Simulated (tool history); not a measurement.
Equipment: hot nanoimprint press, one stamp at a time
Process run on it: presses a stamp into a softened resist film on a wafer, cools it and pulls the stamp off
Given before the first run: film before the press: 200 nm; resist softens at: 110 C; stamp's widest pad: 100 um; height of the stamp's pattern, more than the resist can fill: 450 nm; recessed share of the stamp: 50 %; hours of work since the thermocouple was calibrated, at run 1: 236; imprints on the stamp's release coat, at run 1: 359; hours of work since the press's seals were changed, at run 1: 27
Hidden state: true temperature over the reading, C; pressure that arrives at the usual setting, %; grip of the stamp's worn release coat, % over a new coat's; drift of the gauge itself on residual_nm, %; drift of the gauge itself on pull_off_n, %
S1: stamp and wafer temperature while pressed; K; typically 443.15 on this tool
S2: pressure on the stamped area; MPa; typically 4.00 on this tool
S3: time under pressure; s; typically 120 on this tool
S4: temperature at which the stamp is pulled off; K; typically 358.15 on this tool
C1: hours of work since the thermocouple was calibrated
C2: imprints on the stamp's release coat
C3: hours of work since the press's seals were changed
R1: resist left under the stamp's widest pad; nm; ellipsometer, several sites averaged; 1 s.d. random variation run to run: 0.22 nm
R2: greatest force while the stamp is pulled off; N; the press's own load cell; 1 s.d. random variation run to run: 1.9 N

run,hour,S1,S2,S3,S4,C1,C2,C3,R1,R2
1,0.0,443.15,4.00,120,358.15,236,359,27,73.0,163
# hour 43.5: plate thermocouple calibrated
# hour 68.9: stamp cleaned and given a new release coat
2,96.0,443.15,4.00,120,358.15,34,140,90,75.8,157
3,149.6,443.15,4.00,120,358.15,72,419,129,75.9,168
# hour 210.7: stamp cleaned and given a new release coat
4,228.2,443.15,4.00,120,358.15,125,90,181,75.3,157
5,278.0,443.15,4.00,120,364.15,161,349,217,75.3,154
# hour 348.9: stamp cleaned and given a new release coat
6,368.1,443.15,4.00,120,364.15,222,99,278,75.1,147
# hour 429.0: plate thermocouple calibrated
7,429.0,443.15,4.00,120,364.15,0,400,320,75.6,156
# hour 490.2: stamp cleaned and given a new release coat
8,522.3,443.15,4.00,120,358.15,63,167,383,75.6,158
9,563.5,443.15,4.00,120,358.15,93,381,412,75.1,161
# hour 625.8: stamp cleaned and given a new release coat
10,649.7,443.15,4.00,120,353.15,151,124,470,75.2,165
11,728.5,443.15,4.00,120,345.15,208,533,527,74.9,184
# hour 765.1: stamp cleaned and given a new release coat
12,809.1,443.15,4.00,120,345.15,262,228,581,74.1,175
# hour 818.7: plate thermocouple calibrated
13,873.4,454.15,4.00,120,358.15,40,546,626,41.4,168
# hour 907.6: stamp cleaned and given a new release coat
14,958.4,436.15,4.00,120,358.15,97,264,683,114.9,161

For run 15, what comes out?
15,1005.4,440.15,5.08,78,353.15,131,508,717,?,?

Run 15 produced R1 96.5 nm, R2 172 N.
With the hidden condition absent and the run-to-run variation left alone, this run would have shown R1 94.3 nm, R2 161 N.
